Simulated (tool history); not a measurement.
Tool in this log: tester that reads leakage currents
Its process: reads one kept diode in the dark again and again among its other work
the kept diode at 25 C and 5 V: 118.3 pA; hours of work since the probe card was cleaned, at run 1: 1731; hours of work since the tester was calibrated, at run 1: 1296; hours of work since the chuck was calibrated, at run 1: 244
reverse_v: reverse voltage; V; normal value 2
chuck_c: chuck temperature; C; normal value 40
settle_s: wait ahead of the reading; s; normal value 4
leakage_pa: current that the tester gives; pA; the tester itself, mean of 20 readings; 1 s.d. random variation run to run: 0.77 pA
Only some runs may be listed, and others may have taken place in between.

run,day,reverse_v,chuck_c,settle_s,hours of work since the probe card was cleaned,hours of work since the tester was calibrated,hours of work since the chuck was calibrated,leakage_pa
1,0,2,40,4,1731,1296,244,253.47
2,8.529,2.59,40,4,1814,1379,326,288.75
3,16.158,2,40,4,1888,1453,400,248.55
4,23.858,2,40,4,1963,1528,475,248.17
5,28.646,2,40,4,2009,1574,522,245.96
# day 29.321: probe card cleaned and baked
6,38.546,2,40,0.79,89,1669,616,241.38
7,46.592,2,40,0.79,168,1747,695,239.78
8,51.188,2,40,4,212,1792,739,237.93
9,60.85,2,40,4,306,1885,833,233.91
10,68.404,2,40,4,379,1959,906,232.14
11,77.8,2,40,4,470,2050,997,232.08
12,82.75,1.02,40,8.26,518,2098,1045,158.29
13,92.062,16.11,43,7.46,609,2188,1136,913.36
14,99.375,15.73,21,7.46,680,2259,1207,147.44
15,103.767,1,30,1.85,722,2302,1249,67.1
16,109.762,4.3,26,5.11,780,2360,1307,106.93
17,114.842,2,40,2.33,830,2409,1357,223.13
18,119.321,2,40,0.72,873,2453,1400,223.21
# day 124.767: tester calibrated
19,126.167,2,40,9.22,939,14,1466,224.01
20,132.908,2,25,9.22,1004,79,1531,63.56
21,143.058,2,25,9.22,1103,177,1630,63.02

Branching from run 21: 4 alternative next runs. What would each branch give?
# day 150.054: chuck's temperature calibrated
A,150.279,2,36,4,1172,247,2,?
# day 150.054: chuck's temperature calibrated
B,150.279,3.99,46,0.72,1172,247,2,?
# day 150.054: chuck's temperature calibrated
C,150.279,19.16,49,2.25,1172,247,2,?
# day 150.054: chuck's temperature calibrated
D,150.279,6.12,30,0.85,1172,247,2,?

run,leakage_pa
A,186.57
B,607.32
C,1810.89
D,215.65
The same runs, with their run-to-run variation unchanged, on a tool lacking any hidden condition would have given:
run,leakage_pa
A,182.75
B,598.51
C,1774.99
D,206.07
